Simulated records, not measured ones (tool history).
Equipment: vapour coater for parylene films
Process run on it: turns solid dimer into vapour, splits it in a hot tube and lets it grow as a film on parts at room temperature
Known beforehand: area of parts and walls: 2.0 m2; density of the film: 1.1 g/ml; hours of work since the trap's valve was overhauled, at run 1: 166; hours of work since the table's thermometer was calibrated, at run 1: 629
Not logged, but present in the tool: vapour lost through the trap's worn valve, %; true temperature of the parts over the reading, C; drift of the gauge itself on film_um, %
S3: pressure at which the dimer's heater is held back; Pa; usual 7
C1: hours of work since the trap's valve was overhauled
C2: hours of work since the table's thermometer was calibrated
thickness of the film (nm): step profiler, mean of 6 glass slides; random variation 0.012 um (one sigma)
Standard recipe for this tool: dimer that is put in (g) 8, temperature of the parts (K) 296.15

{"run": 1, "hour": 0.0, "dimer that is put in (g)": 8, "temperature of the parts (K)": 296.15, "S3": 7, "C1": 166, "C2": 629, "thickness of the film (nm)": 2110}
{"run": 2, "hour": 44.1, "dimer that is put in (g)": 8, "temperature of the parts (K)": 296.15, "S3": 7, "C1": 186, "C2": 649, "thickness of the film (nm)": 2110}
{"run": 3, "hour": 87.6, "dimer that is put in (g)": 8, "temperature of the parts (K)": 296.15, "S3": 7, "C1": 205, "C2": 668, "thickness of the film (nm)": 2090}
{"run": 4, "hour": 119.1, "dimer that is put in (g)": 8, "temperature of the parts (K)": 296.15, "S3": 7, "C1": 220, "C2": 683, "thickness of the film (nm)": 2100}
{"run": 5, "hour": 185.6, "dimer that is put in (g)": 8, "temperature of the parts (K)": 296.15, "S3": 7, "C1": 250, "C2": 713, "thickness of the film (nm)": 2070}
{"run": 6, "hour": 221.8, "dimer that is put in (g)": 8, "temperature of the parts (K)": 296.15, "S3": 7, "C1": 266, "C2": 729, "thickness of the film (nm)": 2060}
{"run": 7, "hour": 267.0, "dimer that is put in (g)": 8, "temperature of the parts (K)": 296.15, "S3": 7, "C1": 287, "C2": 750, "thickness of the film (nm)": 2030}
{"hour": 332.9, "done": "trap's valve overhauled"}
{"run": 8, "hour": 334.1, "dimer that is put in (g)": 8, "temperature of the parts (K)": 296.15, "S3": 7, "C1": 1, "C2": 778, "thickness of the film (nm)": 2250}
{"run": 9, "hour": 399.1, "dimer that is put in (g)": 8, "temperature of the parts (K)": 296.15, "S3": 7, "C1": 30, "C2": 808, "thickness of the film (nm)": 2210}
{"run": 10, "hour": 458.2, "dimer that is put in (g)": 8, "temperature of the parts (K)": 296.15, "S3": 7, "C1": 57, "C2": 835, "thickness of the film (nm)": 2220}
{"run": 11, "hour": 492.1, "dimer that is put in (g)": 8, "temperature of the parts (K)": 296.15, "S3": 7, "C1": 72, "C2": 850, "thickness of the film (nm)": 2190}
{"run": 12, "hour": 559.9, "dimer that is put in (g)": 8, "temperature of the parts (K)": 296.15, "S3": 7, "C1": 103, "C2": 881, "thickness of the film (nm)": 2170}
{"run": 13, "hour": 610.2, "dimer that is put in (g)": 8, "temperature of the parts (K)": 296.15, "S3": 7, "C1": 126, "C2": 903, "thickness of the film (nm)": 2150}
{"run": 14, "hour": 652.2, "dimer that is put in (g)": 8, "temperature of the parts (K)": 296.15, "S3": 7.29, "C1": 145, "C2": 923, "thickness of the film (nm)": 2120}
{"run": 15, "hour": 683.9, "dimer that is put in (g)": 8, "temperature of the parts (K)": 296.15, "S3": 7, "C1": 159, "C2": 937, "thickness of the film (nm)": 2130}
{"run": 16, "hour": 722.9, "dimer that is put in (g)": 8, "temperature of the parts (K)": 296.15, "S3": 7, "C1": 177, "C2": 955, "thickness of the film (nm)": 2130}
{"run": 17, "hour": 761.1, "dimer that is put in (g)": 3, "temperature of the parts (K)": 296.15, "S3": 7, "C1": 194, "C2": 972, "thickness of the film (nm)": 800}
{"run": 18, "hour": 802.7, "dimer that is put in (g)": 3, "temperature of the parts (K)": 296.15, "S3": 7, "C1": 213, "C2": 991, "thickness of the film (nm)": 790}
{"run": 19, "hour": 851.7, "dimer that is put in (g)": 3, "temperature of the parts (K)": 296.15, "S3": 7, "C1": 235, "C2": 1013, "thickness of the film (nm)": 800}
{"run": 20, "hour": 879.6, "dimer that is put in (g)": 8, "temperature of the parts (K)": 296.15, "S3": 7, "C1": 248, "C2": 1026, "thickness of the film (nm)": 2100}
{"run": 21, "hour": 940.8, "dimer that is put in (g)": 10, "temperature of the parts (K)": 289.15, "S3": 4.16, "C1": 276, "C2": 1053, "thickness of the film (nm)": 3260}
{"run": 22, "hour": 981.5, "dimer that is put in (g)": 3, "temperature of the parts (K)": 306.15, "S3": 6.93, "C1": 294, "C2": 1072, "thickness of the film (nm)": 630}
{"hour": 1034.4, "done": "trap's valve overhauled"}
{"run": 23, "hour": 1051.6, "dimer that is put in (g)": 8, "temperature of the parts (K)": 294.15, "S3": 6.73, "C1": 8, "C2": 1102, "thickness of the film (nm)": 2340}
{"run": 24, "hour": 1113.4, "dimer that is put in (g)": 4, "temperature of the parts (K)": 304.15, "S3": 6.92, "C1": 36, "C2": 1130, "thickness of the film (nm)": 980}
{"run": 25, "hour": 1178.4, "dimer that is put in (g)": 9, "temperature of the parts (K)": 290.15, "S3": 2.63, "C1": 65, "C2": 1159, "thickness of the film (nm)": 3370}
{"run": 26, "hour": 1236.4, "dimer that is put in (g)": 12, "temperature of the parts (K)": 298.15, "S3": 2.22, "C1": 92, "C2": 1186, "thickness of the film (nm)": 4030}
{"run": 27, "hour": 1278.0, "dimer that is put in (g)": 12, "temperature of the parts (K)": 298.15, "S3": 2.22, "C1": 110, "C2": 1204, "thickness of the film (nm)": 4010}
{"run": 28, "hour": 1331.4, "dimer that is put in (g)": 7, "temperature of the parts (K)": 291.15, "S3": 2.21, "C1": 135, "C2": 1229, "thickness of the film (nm)": 2610}
{"run": 29, "hour": 1384.7, "dimer that is put in (g)": 14, "temperature of the parts (K)": 305.15, "S3": 2.01, "C1": 159, "C2": 1253, "thickness of the film (nm)": 4150}
{"run": 30, "hour": 1445.9, "dimer that is put in (g)": 10, "temperature of the parts (K)": 291.15, "S3": 8.94, "C1": 187, "C2": 1281, "thickness of the film (nm)": 2740}
{"run": 31, "hour": 1498.6, "dimer that is put in (g)": 10, "temperature of the parts (K)": 291.15, "S3": 8.94, "C1": 211, "C2": 1305, "thickness of the film (nm)": 2730}
{"run": 32, "hour": 1562.4, "dimer that is put in (g)": 10, "temperature of the parts (K)": 299.15, "S3": 8.94, "C1": 239, "C2": 1333, "thickness of the film (nm)": 2370}
{"run": 33, "hour": 1602.5, "dimer that is put in (g)": 4, "temperature of the parts (K)": 290.15, "S3": 7, "C1": 258, "C2": 1352, "thickness of the film (nm)": 1150}
{"run": 34, "hour": 1642.3, "dimer that is put in (g)": 4, "temperature of the parts (K)": 290.15, "S3": 7, "C1": 276, "C2": 1370, "thickness of the film (nm)": 1150}
{"run": 35, "hour": 1689.1, "dimer that is put in (g)": 6, "temperature of the parts (K)": 288.15, "S3": 2.15, "C1": 297, "C2": 1391, "thickness of the film (nm)": 2260}
{"hour": 1734.6, "done": "trap's valve overhauled"}
{"run": 36, "hour": 1747.2, "dimer that is put in (g)": 6, "temperature of the parts (K)": 288.15, "S3": 2.15, "C1": 6, "C2": 1415, "thickness of the film (nm)": 2490}
{"run": 37, "hour": 1810.1, "dimer that is put in (g)": 11, "temperature of the parts (K)": 297.15, "S3": 8.35, "C1": 34, "C2": 1444, "thickness of the film (nm)": 2900}
{"run": 38, "hour": 1852.2, "dimer that is put in (g)": 10, "temperature of the parts (K)": 293.15, "S3": 4.68, "C1": 53, "C2": 1463, "thickness of the film (nm)": 3180}
{"run": 39, "hour": 1887.7, "dimer that is put in (g)": 8, "temperature of the parts (K)": 298.15, "S3": 8.46, "C1": 69, "C2": 1479, "thickness of the film (nm)": 2080}
{"run": 40, "hour": 1941.2, "dimer that is put in (g)": 12, "temperature of the parts (K)": 294.15, "S3": 2.34, "C1": 94, "C2": 1503, "thickness of the film (nm)": 4310}

Subtracting, for every run, the result it would have given without the tool's unlogged condition from the measured result gives the following. The same run-to-run variation enters both numbers; the gauge's scatter may not:
run=1 thickness_of_the_film_(nm)=-90
run=2 thickness_of_the_film_(nm)=-110
run=3 thickness_of_the_film_(nm)=-130
run=4 thickness_of_the_film_(nm)=-130
run=5 thickness_of_the_film_(nm)=-150
run=6 thickness_of_the_film_(nm)=-160
run=7 thickness_of_the_film_(nm)=-170
run=8 thickness_of_the_film_(nm)=+20
run=9 thickness_of_the_film_(nm)=+0
run=10 thickness_of_the_film_(nm)=-10
run=11 thickness_of_the_film_(nm)=-20
run=12 thickness_of_the_film_(nm)=-50
run=13 thickness_of_the_film_(nm)=-60
run=14 thickness_of_the_film_(nm)=-70
run=15 thickness_of_the_film_(nm)=-80
run=16 thickness_of_the_film_(nm)=-90
run=17 thickness_of_the_film_(nm)=-40
run=18 thickness_of_the_film_(nm)=-40
run=19 thickness_of_the_film_(nm)=-50
run=20 thickness_of_the_film_(nm)=-140
run=21 thickness_of_the_film_(nm)=-250
run=22 thickness_of_the_film_(nm)=-60
run=23 thickness_of_the_film_(nm)=+20
run=24 thickness_of_the_film_(nm)=+0
run=25 thickness_of_the_film_(nm)=-30
run=26 thickness_of_the_film_(nm)=-70
run=27 thickness_of_the_film_(nm)=-90
run=28 thickness_of_the_film_(nm)=-80
run=29 thickness_of_the_film_(nm)=-160
run=30 thickness_of_the_film_(nm)=-130
run=31 thickness_of_the_film_(nm)=-140
run=32 thickness_of_the_film_(nm)=-150
run=33 thickness_of_the_film_(nm)=-90
run=34 thickness_of_the_film_(nm)=-80
run=35 thickness_of_the_film_(nm)=-190
run=36 thickness_of_the_film_(nm)=+40
run=37 thickness_of_the_film_(nm)=+20
run=38 thickness_of_the_film_(nm)=+0
run=39 thickness_of_the_film_(nm)=+0
run=40 thickness_of_the_film_(nm)=-50
